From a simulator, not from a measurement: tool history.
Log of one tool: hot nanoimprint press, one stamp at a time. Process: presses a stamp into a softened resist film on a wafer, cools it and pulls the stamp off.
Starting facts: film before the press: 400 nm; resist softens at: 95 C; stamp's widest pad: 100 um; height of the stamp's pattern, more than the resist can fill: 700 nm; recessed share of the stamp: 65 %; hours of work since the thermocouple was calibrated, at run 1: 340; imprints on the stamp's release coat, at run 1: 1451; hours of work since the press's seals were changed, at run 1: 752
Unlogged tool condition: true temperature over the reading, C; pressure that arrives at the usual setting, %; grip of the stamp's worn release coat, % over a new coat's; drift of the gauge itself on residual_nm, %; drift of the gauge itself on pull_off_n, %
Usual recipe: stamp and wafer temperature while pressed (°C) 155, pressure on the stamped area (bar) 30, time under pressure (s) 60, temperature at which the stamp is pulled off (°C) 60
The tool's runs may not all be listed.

run	hour	stamp and wafer temperature while pressed (°C)	pressure on the stamped area (bar)	time under pressure (s)	temperature at which the stamp is pulled off (°C)	hours of work since the thermocouple was calibrated	imprints on the stamp's release coat	hours of work since the press's seals were changed	resist left under the stamp's widest pad (nm)	greatest force while the stamp is pulled off (N)
1	0	155	30	60	60	340	1451	752	182.9	194
2	89	155	30	60	60	397	1692	808	183.2	194
# hour 108.5: plate thermocouple calibrated
3	142.7	155	30	60	60	22	1830	841	184.4	189
# hour 204.8: stamp cleaned and given a new release coat
4	235.4	155	30	60	60	77	84	896	185.1	200
5	282.1	155	30	60	60	107	210	926	186.7	191
6	343.5	155	30	60	60	146	377	965	185.9	188
7	389.2	155	30	60	60	175	501	994	186.9	196
8	447.6	155	30	60	60	212	660	1031	187.1	201
9	549.1	155	30	60	60	277	936	1096	186.1	194
10	595.1	155	30	60	60	306	1061	1125	187.1	193
11	673.4	164	30	60	60	356	1274	1175	131.1	196
# hour 753.6: plate thermocouple calibrated
12	757.6	164	30	60	60	3	1494	1227	129.4	189
# hour 818.2: press's hydraulic seals changed and the load cell set to zero
13	825.3	155	30	60	60	41	1656	5	187.8	194
14	920.8	145	30	60	60	101	1916	65	281.5	190
# hour 952.3: stamp cleaned and given a new release coat
15	1009.2	145	30	60	60	154	155	118	283.6	193
16	1063.1	145	27.9	41	63	188	301	152	314.1	180
17	1112.5	145	27.9	41	63	220	435	184	317.1	178
# hour 1141.3: gauge calibrated
18	1200.6	144	30	83	60	276	675	240	264.6	192
19	1260	163	20.6	60	60	314	836	278	166.4	185
20	1346.9	163	20.6	60	60	369	1072	333	166.1	199
# hour 1403.3: plate thermocouple calibrated
21	1420.6	163	20.6	60	60	11	1264	378	167.3	195
22	1498.1	155	30	60	64	60	1475	427	184.5	174
23	1575	157	24.4	41	60	109	1684	476	216.9	188
24	1656.4	155	30	38	52	161	1905	528	211	234
# hour 1691: stamp cleaned and given a new release coat
25	1759.6	166	41.6	42	52	223	187	590	111.8	235
26	1812.3	162	42.1	57	60	257	330	624	118	186
27	1856.7	162	42.1	57	60	285	451	652	117.2	188
28	1904.4	162	42.1	57	60	315	580	682	116.3	191
29	1987.9	155	30	60	63	369	807	736	188.9	176

Alternative continuations, all from the tool just after run 29; predict every row:
# hour 2051.4: plate thermocouple calibrated
A	2071.9	152	30	34	63	13	1027	787	?	?
# hour 2051.4: plate thermocouple calibrated
B	2071.9	155	30	60	48	13	1027	787	?	?
# hour 2051.4: plate thermocouple calibrated
C	2071.9	155	30	60	61	13	1027	787	?	?
# hour 2051.4: plate thermocouple calibrated
D	2071.9	155	30	52	51	13	1027	787	?	?

run	resist left under the stamp's widest pad (nm)	greatest force while the stamp is pulled off (N)
A	250.9	175
B	187.7	254
C	187.3	184
D	195.4	229
With the hidden condition removed and each run's random variation left untouched, the same runs would have given:
run	resist left under the stamp's widest pad (nm)	greatest force while the stamp is pulled off (N)
A	245.3	174
B	183.6	252
C	183.1	183
D	191.1	228
